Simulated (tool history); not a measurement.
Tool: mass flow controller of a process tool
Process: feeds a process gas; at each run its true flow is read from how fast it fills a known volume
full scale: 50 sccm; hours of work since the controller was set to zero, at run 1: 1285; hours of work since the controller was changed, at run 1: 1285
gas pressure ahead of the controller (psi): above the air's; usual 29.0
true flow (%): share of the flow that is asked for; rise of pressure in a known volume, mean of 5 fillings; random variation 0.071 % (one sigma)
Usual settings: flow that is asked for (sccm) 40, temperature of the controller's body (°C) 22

run,hour,flow that is asked for (sccm),gas pressure ahead of the controller (psi),temperature of the controller's body (°C),hours of work since the controller was set to zero,hours of work since the controller was changed,true flow (%)
1,0.0,40,29.0,22,1285,1285,100.00
2,222.8,40,29.0,22,1388,1388,99.81
3,423.3,40,29.0,22,1481,1481,99.96
4,621.3,40,29.0,22,1573,1573,100.01
5,1078.8,40,29.0,22,1785,1785,99.91
6,1324.5,40,29.0,28,1900,1900,99.53
7,1661.7,40,29.0,22,2056,2056,100.03
8,1988.8,40,29.0,22,2208,2208,100.03
9,2280.9,40,29.0,22,2344,2344,99.83
10,2604.2,40,29.0,22,2494,2494,99.91
11,2904.0,40,29.0,22,2633,2633,99.94
12,3115.0,8,29.0,22,2731,2731,99.12
13,3522.0,40,29.0,22,2920,2920,99.96
14,3865.3,40,29.0,22,3079,3079,99.85
15,4091.8,40,29.0,22,3185,3185,100.01
16,4481.0,40,26.7,27,3365,3365,99.53
17,4814.5,40,26.7,27,3520,3520,99.60
18,5229.8,40,21.6,39,3713,3713,98.68
19,5552.7,50,23.9,31,3863,3863,99.42
20,5795.6,5,34.7,25,3976,3976,99.05
21,6093.9,5,34.7,25,4114,4114,99.02
22,6485.8,38,32.3,30,4296,4296,99.45
23,6712.2,18,34.4,24,4401,4401,99.45
24,6953.0,18,34.4,24,4513,4513,99.40
25,7424.5,28,24.5,23,4732,4732,99.48
26,7855.6,9,32.2,23,4932,4932,99.17
27,8184.2,5,28.4,23,5085,5085,98.83

Forecast each of these 4 alternatives for the next run:
A,8483.8,5,23.2,23,5224,5224,?
B,8483.8,20,34.5,22,5224,5224,?
C,8483.8,7,32.2,38,5224,5224,?
D,8483.8,9,29.0,22,5224,5224,?

run,true flow (%)
A,98.91
B,99.42
C,98.13
D,99.25
Without the tool's hidden state the same runs would have given:
run,true flow (%)
A,98.89
B,99.41
C,98.11
D,99.23
